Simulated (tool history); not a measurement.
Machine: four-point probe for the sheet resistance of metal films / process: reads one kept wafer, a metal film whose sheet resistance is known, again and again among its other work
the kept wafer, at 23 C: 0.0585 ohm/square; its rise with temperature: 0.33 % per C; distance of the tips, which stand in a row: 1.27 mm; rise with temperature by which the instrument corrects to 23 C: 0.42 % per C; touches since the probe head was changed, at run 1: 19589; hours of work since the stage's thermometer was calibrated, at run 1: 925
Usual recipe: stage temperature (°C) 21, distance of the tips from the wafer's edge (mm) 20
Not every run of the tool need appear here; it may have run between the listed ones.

run	hour	stage temperature (°C)	distance of the tips from the wafer's edge (mm)	touches since the probe head was changed	hours of work since the stage's thermometer was calibrated	sheet resistance as the instrument gives it (ohm/square)
1	0.0	21	20	19589	925	0.058591
2	29.9	21	20	20640	947	0.058602
3	66.2	21	20	21913	972	0.058573
4	103.8	21	20	23231	999	0.058585
5	135.2	21	20	24332	1022	0.058601
6	170.2	21	20	25561	1047	0.058616
7	191.3	21	20	26302	1062	0.058623
8	231.8	21	20	27722	1090	0.058619
9	275.8	21	20	29265	1122	0.058609
10	303.6	21	3	30242	1142	0.063604
11	341.2	22	20	31560	1168	0.058559
12	360.6	22	20	32239	1182	0.058580
13	404.9	22	20	33795	1214	0.058611
14	446.0	22	20	35237	1243	0.058609
15	477.5	21	8	36342	1265	0.059289
16	498.2	21	8	37069	1280	0.059329
17	521.4	21	8	37882	1297	0.059300
18	558.1	21	8	39170	1323	0.059321
19	593.8	21	8	40424	1348	0.059329
20	621.3	21	8	41386	1368	0.059344
21	646.1	21	8	42256	1385	0.059334
22	675.2	21	8	43277	1406	0.059336
23	703.8	21	12	44283	1427	0.058901
24	728.1	23	48	45135	1444	0.058470
25	770.2	19	20	46612	1474	0.058794
26	803.3	20	25	47772	1497	0.058723
27	835.8	21	7	48912	1521	0.059580
28	881.0	21	7	50499	1553	0.059614
29	900.4	28	5	51180	1567	0.060184
30	929.9	28	5	52215	1588	0.060169
31	975.2	34	19	53803	1620	0.058066
# hour 987.6: stage's thermometer calibrated
32	1005.9	34	19	54862	13	0.058160
33	1050.2	33	28	56418	45	0.058153
34	1073.4	33	28	57232	61	0.058138
35	1117.6	32	4	58781	93	0.061102
36	1158.9	32	4	60233	122	0.061108
37	1200.1	32	4	61678	151	0.061124
38	1226.6	32	4	62608	170	0.061119
39	1266.0	35	12	63989	198	0.058349
40	1290.6	31	9	64853	216	0.058824
41	1324.0	31	9	66026	240	0.058819
42	1361.5	31	9	67341	266	0.058829
43	1400.1	28	8	68695	294	0.059126
44	1429.8	28	8	69736	315	0.059167
45	1471.5	33	64	71200	345	0.058133

Results per run with the tool's hidden condition removed, run-to-run variation unchanged:
The hidden state here: inner tips' distance over the nominal, %; tips' flats over new ones', %; wafer's true temperature over the reading, C; drift of the gauge itself on sheet_ohm, %.
run	sheet resistance as the instrument gives it (ohm/square)
1	0.058735
2	0.058742
3	0.058709
4	0.058716
5	0.058729
6	0.058739
7	0.058742
8	0.058733
9	0.058718
10	0.063717
11	0.058658
12	0.058677
13	0.058701
14	0.058694
15	0.059370
16	0.059407
17	0.059375
18	0.059390
19	0.059394
20	0.059405
21	0.059392
22	0.059390
23	0.058952
24	0.058517
25	0.058835
26	0.058760
27	0.059613
28	0.059640
29	0.060207
30	0.060188
31	0.058078
32	0.058097
33	0.058084
34	0.058066
35	0.061021
36	0.061021
37	0.061031
38	0.061023
39	0.058251
40	0.058723
41	0.058714
42	0.058719
43	0.059010
44	0.059047
45	0.058010
